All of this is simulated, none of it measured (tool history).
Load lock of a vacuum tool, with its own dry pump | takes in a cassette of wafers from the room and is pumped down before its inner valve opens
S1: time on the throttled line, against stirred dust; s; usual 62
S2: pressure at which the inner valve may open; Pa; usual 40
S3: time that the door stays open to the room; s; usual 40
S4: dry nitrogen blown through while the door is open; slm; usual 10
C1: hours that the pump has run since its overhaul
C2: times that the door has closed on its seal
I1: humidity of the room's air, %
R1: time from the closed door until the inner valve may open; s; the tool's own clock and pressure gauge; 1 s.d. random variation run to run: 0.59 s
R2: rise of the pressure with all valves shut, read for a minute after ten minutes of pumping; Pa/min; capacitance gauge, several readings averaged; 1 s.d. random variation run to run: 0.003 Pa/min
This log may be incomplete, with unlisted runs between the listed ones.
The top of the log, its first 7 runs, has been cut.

run 8 hour=1141 | S1=62 S2=40 S3=40 S4=10 | C1=11942 C2=3723 | I1=42.2 | R1=88.2 R2=0.039
run 9 hour=1297 | S1=62 S2=40 S3=40 S4=10 | C1=12098 C2=4249 | I1=45.3 | R1=88.9 R2=0.039
run 10 hour=1491.7 | S1=62 S2=31 S3=40 S4=10 | C1=12293 C2=4905 | I1=43.7 | R1=90 R2=0.038
run 11 hour=1685.9 | S1=62 S2=40 S3=40 S4=10 | C1=12487 C2=5559 | I1=48.7 | R1=89.5 R2=0.055
run 12 hour=1795.7 | S1=62 S2=40 S3=206 S4=10 | C1=12597 C2=5929 | I1=39.4 | R1=87.6 R2=0.068
run 13 hour=1959.9 | S1=62 S2=40 S3=40 S4=10 | C1=12761 C2=6482 | I1=46.5 | R1=88.3 R2=0.048
-- hour=2030.2 dry pump taken out, an overhauled one fitted
run 14 hour=2157.6 | S1=62 S2=40 S3=40 S4=10 | C1=127 C2=7128 | I1=45.5 | R1=85.3 R2=0.047
run 15 hour=2314.3 | S1=61 S2=40 S3=40 S4=10 | C1=284 C2=7656 | I1=45 | R1=84.4 R2=0.044
run 16 hour=2515.6 | S1=61 S2=40 S3=40 S4=10 | C1=485 C2=8334 | I1=44.9 | R1=85.2 R2=0.049
run 17 hour=2655.1 | S1=62 S2=40 S3=41 S4=10 | C1=625 C2=8804 | I1=45.7 | R1=84.8 R2=0.046
run 18 hour=2879 | S1=62 S2=40 S3=32 S4=10 | C1=849 C2=9559 | I1=48.3 | R1=85.3 R2=0.053
run 19 hour=3137.1 | S1=62 S2=40 S3=32 S4=10 | C1=1107 C2=10428 | I1=46.4 | R1=86 R2=0.055
run 20 hour=3258.9 | S1=38 S2=51 S3=35 S4=6 | C1=1229 C2=10838 | I1=48 | R1=64.2 R2=0.05
run 21 hour=3370.7 | S1=38 S2=51 S3=35 S4=6 | C1=1340 C2=11215 | I1=48.9 | R1=64.2 R2=0.064

Run 22 has not been measured yet. What should we expect?
run 22 hour=3585.8 | S1=38 S2=51 S3=35 S4=6 | C1=1556 C2=11940 | I1=43.8 | R1=? R2=?

For run 22 the tool returned R1 64.6 s, R2 0.061 Pa/min.
On a tool with no hidden condition, and with the same random variation, this run would have come out at R1 64.1 s, R2 0.037 Pa/min.

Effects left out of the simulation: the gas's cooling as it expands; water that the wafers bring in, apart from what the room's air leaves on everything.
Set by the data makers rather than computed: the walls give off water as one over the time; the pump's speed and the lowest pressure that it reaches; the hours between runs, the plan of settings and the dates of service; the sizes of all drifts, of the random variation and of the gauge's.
